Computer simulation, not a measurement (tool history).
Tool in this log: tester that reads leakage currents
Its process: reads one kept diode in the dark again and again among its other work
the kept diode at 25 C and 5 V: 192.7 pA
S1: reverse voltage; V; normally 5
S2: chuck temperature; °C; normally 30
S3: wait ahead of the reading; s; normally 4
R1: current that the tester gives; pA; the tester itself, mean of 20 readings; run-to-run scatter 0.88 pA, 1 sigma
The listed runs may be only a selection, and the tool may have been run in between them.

{"run": 1, "day": 0.0, "S1": 5, "S2": 30, "S3": 4, "R1": 283.75}
{"run": 2, "day": 3.479, "S1": 5, "S2": 30, "S3": 4, "R1": 284.88}
{"run": 3, "day": 8.629, "S1": 5, "S2": 30, "S3": 0.58, "R1": 283.59}
{"run": 4, "day": 12.604, "S1": 5, "S2": 30, "S3": 0.58, "R1": 282.71}
{"run": 5, "day": 15.517, "S1": 5, "S2": 30, "S3": 0.58, "R1": 281.32}
{"run": 6, "day": 18.117, "S1": 5, "S2": 30, "S3": 0.58, "R1": 281.33}
{"run": 7, "day": 21.462, "S1": 5, "S2": 30, "S3": 0.58, "R1": 280.66}
{"run": 8, "day": 26.767, "S1": 5, "S2": 30, "S3": 0.58, "R1": 278.39}
{"run": 9, "day": 31.8, "S1": 5, "S2": 30, "S3": 4, "R1": 276.09}
{"run": 10, "day": 36.225, "S1": 5, "S2": 30, "S3": 4.53, "R1": 276.76}
{"run": 11, "day": 40.908, "S1": 5, "S2": 30, "S3": 0.31, "R1": 277.68}
{"run": 12, "day": 43.988, "S1": 5, "S2": 30, "S3": 0.31, "R1": 276}
{"run": 13, "day": 49.758, "S1": 5, "S2": 30, "S3": 0.31, "R1": 275.75}
{"run": 14, "day": 53.3, "S1": 5, "S2": 30, "S3": 4, "R1": 272.35}
{"run": 15, "day": 56.054, "S1": 3.54, "S2": 30, "S3": 4, "R1": 238.3}
{"run": 16, "day": 61.271, "S1": 3.54, "S2": 30, "S3": 4, "R1": 237.59}
{"run": 17, "day": 65.179, "S1": 3.54, "S2": 30, "S3": 4, "R1": 235.88}
{"run": 18, "day": 71.008, "S1": 3.42, "S2": 30, "S3": 4, "R1": 233.33}
{"run": 19, "day": 73.779, "S1": 5, "S2": 30, "S3": 4, "R1": 266.48}
{"run": 20, "day": 78.154, "S1": 5, "S2": 30, "S3": 4, "R1": 268.62}
{"day": 78.512, "done": "chuck's temperature calibrated"}
{"run": 21, "day": 82.262, "S1": 5, "S2": 30, "S3": 4, "R1": 257.82}
{"run": 22, "day": 84.867, "S1": 5, "S2": 21, "S3": 4.51, "R1": 121.41}
{"run": 23, "day": 89.492, "S1": 1.62, "S2": 60, "S3": 0.8, "R1": 1583.76}
{"run": 24, "day": 92.092, "S1": 5, "S2": 32, "S3": 4, "R1": 302.58}
{"day": 94.55, "done": "chuck's temperature calibrated, once more"}
{"run": 25, "day": 97.983, "S1": 4.38, "S2": 30, "S3": 5.46, "R1": 284.02}
{"run": 26, "day": 101.446, "S1": 2.51, "S2": 40, "S3": 2.54, "R1": 505.52}
{"run": 27, "day": 106.112, "S1": 1.31, "S2": 40, "S3": 0.99, "R1": 397.51}
{"run": 28, "day": 110.783, "S1": 1.92, "S2": 59, "S3": 2.27, "R1": 1779.28}
{"run": 29, "day": 113.362, "S1": 1.92, "S2": 59, "S3": 2.27, "R1": 1769.16}
{"run": 30, "day": 117.554, "S1": 4.22, "S2": 28, "S3": 2.09, "R1": 234.54}
{"run": 31, "day": 120.538, "S1": 15.9, "S2": 53, "S3": 0.53, "R1": 2533.66}
{"run": 32, "day": 123.592, "S1": 15.9, "S2": 53, "S3": 0.53, "R1": 2538.14}
{"run": 33, "day": 129.112, "S1": 1.42, "S2": 38, "S3": 6.75, "R1": 342.45}
{"run": 34, "day": 132.554, "S1": 12.83, "S2": 38, "S3": 0.51, "R1": 777.46}
{"run": 35, "day": 138.062, "S1": 12.85, "S2": 38, "S3": 0.67, "R1": 769.01}
{"run": 36, "day": 140.833, "S1": 5, "S2": 44, "S3": 9.57, "R1": 849.27}
{"run": 37, "day": 143.354, "S1": 8.22, "S2": 46, "S3": 4, "R1": 1178.83}
{"run": 38, "day": 146.071, "S1": 8.22, "S2": 46, "S3": 4, "R1": 1175.52}
{"run": 39, "day": 150.875, "S1": 2.07, "S2": 30, "S3": 1.05, "R1": 206.18}

Forecast each of these 3 alternatives for the next run:
{"run": "A", "day": 153.704, "S1": 2.07, "S2": 59, "S3": 0.9, "R1": "?"}
{"run": "B", "day": 153.704, "S1": 18.93, "S2": 30, "S3": 1.26, "R1": "?"}
{"run": "C", "day": 153.704, "S1": 2.07, "S2": 30, "S3": 0.47, "R1": "?"}

run=A R1=1776.23
run=B R1=476.28
run=C R1=206.17
Without the tool's unlogged condition, the same runs would have read:
run=A R1=1827.65
run=B R1=474.79
run=C R1=212.1
